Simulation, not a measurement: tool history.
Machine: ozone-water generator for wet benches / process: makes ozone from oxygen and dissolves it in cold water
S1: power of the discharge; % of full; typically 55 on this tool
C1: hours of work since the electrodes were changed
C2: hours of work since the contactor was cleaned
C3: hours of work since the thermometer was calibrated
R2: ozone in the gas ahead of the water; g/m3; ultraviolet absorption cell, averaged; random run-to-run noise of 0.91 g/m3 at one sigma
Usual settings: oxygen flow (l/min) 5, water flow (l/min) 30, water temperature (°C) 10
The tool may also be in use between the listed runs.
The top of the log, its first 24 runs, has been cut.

run 25 hour=944.2 | S1=55 oxygen_flow_(l/min)=2.59 water_flow_(l/min)=30 water_temperature_(°C)=15 | C1=758 C2=6272 C3=67 | dissolved_ozone_(ppm)=10.1 R2=226.3
run 26 hour=971.7 | S1=49 oxygen_flow_(l/min)=2.53 water_flow_(l/min)=30 water_temperature_(°C)=14 | C1=777 C2=6291 C3=86 | dissolved_ozone_(ppm)=9.4 R2=206.6
run 27 hour=1011.6 | S1=51 oxygen_flow_(l/min)=3.99 water_flow_(l/min)=48 water_temperature_(°C)=17 | C1=804 C2=6318 C3=113 | dissolved_ozone_(ppm)=5.9 R2=163.6
run 28 hour=1038.5 | S1=75 oxygen_flow_(l/min)=5.25 water_flow_(l/min)=48 water_temperature_(°C)=6 | C1=822 C2=6336 C3=131 | dissolved_ozone_(ppm)=9.3 R2=193.6
run 29 hour=1085.2 | S1=57 oxygen_flow_(l/min)=7.98 water_flow_(l/min)=23 water_temperature_(°C)=14 | C1=853 C2=6368 C3=162 | dissolved_ozone_(ppm)=15.1 R2=119
run 30 hour=1118.7 | S1=49 oxygen_flow_(l/min)=2.9 water_flow_(l/min)=20 water_temperature_(°C)=14 | C1=876 C2=6390 C3=185 | dissolved_ozone_(ppm)=15 R2=190.9
-- hour=1146.6 water thermometer calibrated, once more
run 31 hour=1174.6 | S1=49 oxygen_flow_(l/min)=2.9 water_flow_(l/min)=30 water_temperature_(°C)=14 | C1=914 C2=6428 C3=19 | dissolved_ozone_(ppm)=9.6 R2=192.6
run 32 hour=1230.9 | S1=49 oxygen_flow_(l/min)=2.9 water_flow_(l/min)=30 water_temperature_(°C)=14 | C1=952 C2=6466 C3=57 | dissolved_ozone_(ppm)=9.7 R2=192.4

3 ways to go on from here, each from the tool as it stands after run 32. What would each give?
run A hour=1266.3 | S1=49 oxygen_flow_(l/min)=6.33 water_flow_(l/min)=29 water_temperature_(°C)=17 | C1=976 C2=6490 C3=81 | dissolved_ozone_(ppm)=? R2=?
run B hour=1266.3 | S1=84 oxygen_flow_(l/min)=5 water_flow_(l/min)=29 water_temperature_(°C)=16 | C1=976 C2=6490 C3=81 | dissolved_ozone_(ppm)=? R2=?
run C hour=1266.3 | S1=55 oxygen_flow_(l/min)=5 water_flow_(l/min)=22 water_temperature_(°C)=10 | C1=976 C2=6490 C3=81 | dissolved_ozone_(ppm)=? R2=?

run=A dissolved_ozone_(ppm)=10.2 R2=118.1
run=B dissolved_ozone_(ppm)=16.8 R2=221.2
run=C dissolved_ozone_(ppm)=16.2 R2=153
Stripped of hidden state, with their random variation kept, the same runs would have yielded:
run=A dissolved_ozone_(ppm)=10.9 R2=118.3
run=B dissolved_ozone_(ppm)=17.9 R2=221.9
run=C dissolved_ozone_(ppm)=17.1 R2=153.4
